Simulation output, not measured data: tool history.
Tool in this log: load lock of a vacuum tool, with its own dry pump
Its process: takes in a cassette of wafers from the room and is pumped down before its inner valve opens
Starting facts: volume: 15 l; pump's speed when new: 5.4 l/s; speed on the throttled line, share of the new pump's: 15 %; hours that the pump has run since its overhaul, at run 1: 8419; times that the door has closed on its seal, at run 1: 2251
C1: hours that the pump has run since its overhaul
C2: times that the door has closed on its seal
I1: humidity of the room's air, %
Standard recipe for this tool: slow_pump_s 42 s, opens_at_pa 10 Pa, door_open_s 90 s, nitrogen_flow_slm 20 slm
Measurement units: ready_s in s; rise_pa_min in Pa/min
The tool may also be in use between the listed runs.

Run 1, hour 0: usual settings; C1 8419; C2 2251; I1 45.8. Result: ready_s 64.5 s, rise_pa_min 0.059 Pa/min.
Run 2, hour 256.1: usual settings but door_open_s 35 s; C1 8675; C2 3311; I1 47.4. Result: ready_s 65.2 s, rise_pa_min 0.052 Pa/min.
Run 3, hour 502.3: usual settings but opens_at_pa 11 Pa, door_open_s 35 s; C1 8922; C2 4329; I1 46. Result: ready_s 65.1 s, rise_pa_min 0.054 Pa/min.
Run 4, hour 738.7: usual settings but opens_at_pa 11 Pa, door_open_s 35 s; C1 9158; C2 5307; I1 51.4. Result: ready_s 65.1 s, rise_pa_min 0.061 Pa/min.
Run 5, hour 1149.2: usual settings but opens_at_pa 11 Pa, door_open_s 35 s; C1 9568; C2 7006; I1 42.2. Result: ready_s 64.8 s, rise_pa_min 0.064 Pa/min.
Run 6, hour 1578.1: usual settings but opens_at_pa 11 Pa, door_open_s 35 s; C1 9997; C2 8781; I1 43.4. Result: ready_s 64.7 s, rise_pa_min 0.071 Pa/min.
Run 7, hour 1989.4: usual settings but opens_at_pa 11 Pa, door_open_s 35 s; C1 10409; C2 10483; I1 43.1. Result: ready_s 65.2 s, rise_pa_min 0.081 Pa/min.
Run 8, hour 2487.2: usual settings but opens_at_pa 11 Pa, door_open_s 35 s, nitrogen_flow_slm 16 slm; C1 10906; C2 12542; I1 45.4. Result: ready_s 65.6 s, rise_pa_min 0.095 Pa/min.
Run 9, hour 2959: usual settings but door_open_s 35 s, nitrogen_flow_slm 16 slm; C1 11378; C2 14495; I1 45.8. Result: ready_s 66.5 s, rise_pa_min 0.116 Pa/min.
Run 10, hour 3299.1: usual settings but door_open_s 33 s; C1 11718; C2 15902; I1 47. Result: ready_s 66.3 s, rise_pa_min 0.119 Pa/min.
Run 11, hour 3546.1: usual settings; C1 11965; C2 16924; I1 44.9. Result: ready_s 66.4 s, rise_pa_min 0.143 Pa/min.
At hour 3865.4: dry pump taken out, an overhauled one fitted.
Run 12, hour 4077.6: usual settings; C1 212; C2 19098; I1 48.3. Result: ready_s 60.9 s, rise_pa_min 0.152 Pa/min.
Run 13, hour 4382.6: usual settings; C1 517; C2 20361; I1 45.3. Result: ready_s 61.4 s, rise_pa_min 0.169 Pa/min.
Run 14, hour 4649.5: usual settings; C1 784; C2 21465; I1 42.1. Result: ready_s 61.1 s, rise_pa_min 0.169 Pa/min.
Run 15, hour 5003.9: usual settings; C1 1138; C2 22931; I1 47.6. Result: ready_s 61.1 s, rise_pa_min 0.189 Pa/min.
Run 16, hour 5475.6: usual settings but opens_at_pa 17 Pa; C1 1610; C2 24883; I1 46.2. Result: ready_s 59.6 s, rise_pa_min 0.2 Pa/min.
Run 17, hour 5970.4: usual settings but opens_at_pa 17 Pa; C1 2105; C2 26930; I1 46.4. Result: ready_s 60 s, rise_pa_min 0.227 Pa/min.
Run 18, hour 6281.7: usual settings but opens_at_pa 17 Pa; C1 2416; C2 28219; I1 45.7. Result: ready_s 60.1 s, rise_pa_min 0.237 Pa/min.
Run 19, hour 6713.6: usual settings; C1 2848; C2 30005; I1 49.5. Result: ready_s 62 s, rise_pa_min 0.259 Pa/min.
Run 20, hour 6966.4: usual settings but door_open_s 222 s; C1 3101; C2 31052; I1 42.1. Result: ready_s 62.2 s, rise_pa_min 0.289 Pa/min.
Run 21, hour 7380.3: usual settings but slow_pump_s 45 s, door_open_s 26 s; C1 3515; C2 32764; I1 48.4. Result: ready_s 64.4 s, rise_pa_min 0.273 Pa/min.
Run 22, hour 7745.4: usual settings but slow_pump_s 45 s, door_open_s 26 s; C1 3880; C2 34275; I1 46.5. Result: ready_s 64.5 s, rise_pa_min 0.291 Pa/min.
Run 23, hour 8222.4: usual settings but slow_pump_s 45 s, opens_at_pa 11 Pa, door_open_s 126 s; C1 4357; C2 36249; I1 47.7. Result: ready_s 64.4 s, rise_pa_min 0.332 Pa/min.
Run 24, hour 8734.4: usual settings but slow_pump_s 28 s, door_open_s 198 s; C1 4869; C2 38367; I1 45.9. Result: ready_s 51.1 s, rise_pa_min 0.38 Pa/min.
Run 25, hour 8962.3: usual settings but slow_pump_s 28 s, door_open_s 198 s; C1 5097; C2 39310; I1 42.2. Result: ready_s 51.1 s, rise_pa_min 0.385 Pa/min.
Run 26, hour 9185.4: usual settings but slow_pump_s 44 s, door_open_s 198 s, nitrogen_flow_slm 15 slm; C1 5320; C2 40234; I1 41. Result: ready_s 64.7 s, rise_pa_min 0.399 Pa/min.
At hour 9237.3: door's seal changed, seat wiped.
Run 27, hour 9683.5: usual settings but slow_pump_s 44 s, door_open_s 47 s, nitrogen_flow_slm 8 slm; C1 5817; C2 1846; I1 44.1. Result: ready_s 64.5 s, rise_pa_min 0.048 Pa/min.
Run 28, hour 10092.7: usual settings but opens_at_pa 13 Pa; C1 6226; C2 3539; I1 48.7. Result: ready_s 61.4 s, rise_pa_min 0.057 Pa/min.
Run 29, hour 10480.9: usual settings but opens_at_pa 13 Pa; C1 6614; C2 5146; I1 46.4. Result: ready_s 62 s, rise_pa_min 0.06 Pa/min.
Run 30, hour 10800.1: usual settings but opens_at_pa 13 Pa; C1 6933; C2 6467; I1 46.8. Result: ready_s 62.1 s, rise_pa_min 0.074 Pa/min.
Run 31, hour 11202: usual settings but slow_pump_s 21 s, opens_at_pa 13 Pa, door_open_s 211 s, nitrogen_flow_slm 6 slm; C1 7335; C2 8130; I1 44.3. Result: ready_s 45.1 s, rise_pa_min 0.119 Pa/min.
Run 32, hour 11606.3: usual settings but slow_pump_s 64 s; C1 7739; C2 9802; I1 38.9. Result: ready_s 81.6 s, rise_pa_min 0.088 Pa/min.
Run 33, hour 12141.8: usual settings but slow_pump_s 48 s, opens_at_pa 9 Pa, door_open_s 49 s, nitrogen_flow_slm 10 slm; C1 8275; C2 12018; I1 39.7. Result: ready_s 69.3 s, rise_pa_min 0.09 Pa/min.
Run 34, hour 12625: usual settings but slow_pump_s 48 s, opens_at_pa 9 Pa, door_open_s 49 s, nitrogen_flow_slm 10 slm; C1 8758; C2 14018; I1 45.3. Result: ready_s 69.2 s, rise_pa_min 0.105 Pa/min.
Run 35, hour 13158.1: usual settings but slow_pump_s 48 s, opens_at_pa 9 Pa, door_open_s 49 s, nitrogen_flow_slm 10 slm; C1 9291; C2 16224; I1 48.3. Result: ready_s 69.4 s, rise_pa_min 0.126 Pa/min.
Run 36, hour 13598.8: usual settings but slow_pump_s 37 s, opens_at_pa 17 Pa; C1 9732; C2 18047; I1 43.1. Result: ready_s 58.9 s, rise_pa_min 0.134 Pa/min.
Run 37, hour 13889.4: usual settings but slow_pump_s 37 s, opens_at_pa 17 Pa, nitrogen_flow_slm 14 slm; C1 10023; C2 19250; I1 46.7. Result: ready_s 57.9 s, rise_pa_min 0.15 Pa/min.
Run 38, hour 14312.7: usual settings but door_open_s 180 s, nitrogen_flow_slm 37 slm; C1 10446; C2 21001; I1 46.5. Result: ready_s 63.8 s, rise_pa_min 0.162 Pa/min.

Each row is a separate what-if for the run after 38, all from the same tool condition, not one after another. Results?
Run A, hour 14786.7: usual settings but opens_at_pa 9 Pa; C1 10920; C2 22962; I1 45.9. Result: ready_s ?, rise_pa_min ?.
Run B, hour 14786.7: usual settings but door_open_s 180 s, nitrogen_flow_slm 10 slm; C1 10920; C2 22962; I1 42. Result: ready_s ?, rise_pa_min ?.
Run C, hour 14786.7: usual settings but slow_pump_s 38 s, opens_at_pa 11 Pa, door_open_s 138 s, nitrogen_flow_slm 37 slm; C1 10920; C2 22962; I1 40.7. Result: ready_s ?, rise_pa_min ?.

run  ready_s  rise_pa_min
  A     64.9        0.179
  B     64.4        0.204
  C     60.6        0.173
Stripped of hidden state, with their random variation kept, the same runs would have yielded:
run  ready_s  rise_pa_min
  A     61.6        0.052
  B     61.1        0.074
  C     57.3        0.044
